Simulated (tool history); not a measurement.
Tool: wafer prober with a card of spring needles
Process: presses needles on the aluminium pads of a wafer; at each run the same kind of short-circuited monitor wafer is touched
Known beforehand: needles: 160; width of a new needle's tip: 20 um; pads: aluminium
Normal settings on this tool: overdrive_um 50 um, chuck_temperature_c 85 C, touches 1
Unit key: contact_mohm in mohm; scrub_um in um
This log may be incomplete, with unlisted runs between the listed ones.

run,hour,overdrive_um,chuck_temperature_c,touches,contact_mohm,scrub_um
1,0,50,85,1,250,11.35
# hour 14.2: tips cleaned on abrasive film
# hour 33.4: tips cleaned on abrasive film
2,40.5,50,85,1,266,11.32
# hour 53.8: tips cleaned on abrasive film
# hour 72.1: tips cleaned on abrasive film
# hour 91.7: tips cleaned on abrasive film
3,97.4,50,85,1,263,11.26
# hour 111.9: tips cleaned on abrasive film
# hour 131.4: tips cleaned on abrasive film
4,142.3,50,60,1,297,11.24
# hour 149.5: tips cleaned on abrasive film
# hour 169.1: tips cleaned on abrasive film
# hour 187.4: tips cleaned on abrasive film
5,187.4,50,60,1,205,11.16
# hour 207.5: tips cleaned on abrasive film
# hour 227: tips cleaned on abrasive film
6,231.9,50,60,1,257,11.18
# hour 247.6: tips cleaned on abrasive film
# hour 265.8: tips cleaned on abrasive film
7,265.8,50,85,2,209,11.13
# hour 286.1: tips cleaned on abrasive film
8,302.9,50,85,2,272,11.13
# hour 307.5: tips cleaned on abrasive film
# hour 327.5: tips cleaned on abrasive film
# hour 349.8: tips cleaned on abrasive film
9,350.3,50,85,2,206,11.03
# hour 368.8: tips cleaned on abrasive film
# hour 390.8: tips cleaned on abrasive film
# hour 399.2: height of the first contact set anew
10,402.8,50,118,2,265,11.37
# hour 411.4: tips cleaned on abrasive film
# hour 432.2: tips cleaned on abrasive film
11,436.5,50,118,2,236,11.32
# hour 453.4: tips cleaned on abrasive film
# hour 471.6: tips cleaned on abrasive film
12,471.6,50,118,2,214,11.29
# hour 492.2: tips cleaned on abrasive film
# hour 511.4: tips cleaned on abrasive film
13,515,50,85,1,245,11.27
# hour 531.1: tips cleaned on abrasive film
# hour 549.3: tips cleaned on abrasive film
14,559.6,43,85,1,335,9.61
# hour 568.4: tips cleaned on abrasive film
# hour 588.6: tips cleaned on abrasive film
15,596.4,43,85,1,325,9.61
# hour 606.9: tips cleaned on abrasive film
16,622.4,52,68,2,269,11.62
# hour 625.9: tips cleaned on abrasive film
# hour 644: tips cleaned on abrasive film
# hour 662.5: tips cleaned on abrasive film
17,679.4,43,94,2,308,9.53
# hour 683.7: tips cleaned on abrasive film
# hour 704.4: tips cleaned on abrasive film
18,708.6,33,94,1,348,7.21
# hour 724.1: tips cleaned on abrasive film
# hour 743.5: tips cleaned on abrasive film
19,746.6,52,26,1,234,11.51
# hour 761.6: tips cleaned on abrasive film
# hour 782.2: tips cleaned on abrasive film
20,785.3,52,26,1,219,11.49
# hour 802.4: tips cleaned on abrasive film
# hour 817.8: height of the first contact set anew
# hour 821.5: tips cleaned on abrasive film
21,835.7,41,47,1,382,9.3
# hour 843.3: tips cleaned on abrasive film
# hour 862.5: tips cleaned on abrasive film
22,875.3,43,40,1,354,9.72

What will run 23 give?
# hour 881.4: tips cleaned on abrasive film
# hour 902.2: tips cleaned on abrasive film
# hour 922.8: tips cleaned on abrasive film
23,932.9,48,85,1,?,?

{"run 23": {"contact_mohm": 303, "scrub_um": 10.81}}
On a tool with no hidden condition, and with the same random variation, this run would have come out at contact_mohm 197 mohm, scrub_um 10.91 um.
